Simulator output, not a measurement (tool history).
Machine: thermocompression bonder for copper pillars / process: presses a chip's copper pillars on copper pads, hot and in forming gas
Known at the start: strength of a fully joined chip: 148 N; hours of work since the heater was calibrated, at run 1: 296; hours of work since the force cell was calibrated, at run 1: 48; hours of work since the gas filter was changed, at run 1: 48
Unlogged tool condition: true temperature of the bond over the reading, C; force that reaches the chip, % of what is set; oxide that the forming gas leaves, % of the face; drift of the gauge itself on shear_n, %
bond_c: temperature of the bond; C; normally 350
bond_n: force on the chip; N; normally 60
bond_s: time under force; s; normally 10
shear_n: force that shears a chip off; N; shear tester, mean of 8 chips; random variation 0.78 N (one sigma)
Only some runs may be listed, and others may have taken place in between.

run,hour,bond_c,bond_n,bond_s,hours of work since the heater was calibrated,hours of work since the force cell was calibrated,hours of work since the gas filter was changed,shear_n
1,0.0,350,60,10,296,48,48,56.2
2,24.9,350,60,10,308,60,60,56.7
3,42.9,350,60,10,317,69,69,57.4
4,80.3,350,60,10,336,88,88,55.1
5,114.2,350,60,10,353,105,105,56.0
6,135.1,350,60,10,363,115,115,54.6
7,157.3,349,52,10,374,126,126,46.3
8,194.7,347,37,7,393,145,145,25.7
# hour 198.6: force cell calibrated
9,215.4,347,37,7,402,8,154,24.9
10,235.5,347,37,7,412,18,164,25.5
11,254.9,347,37,7,422,28,174,25.6

Measured less the same run without the tool's hidden state. The same run-to-run variation is in both; the gauge's scatter may not be:
run,shear_n
1,-3.1
2,-3.3
3,-3.4
4,-3.6
5,-3.8
6,-3.9
7,-3.6
8,-2.3
9,-2.0
10,-2.2
11,-2.2
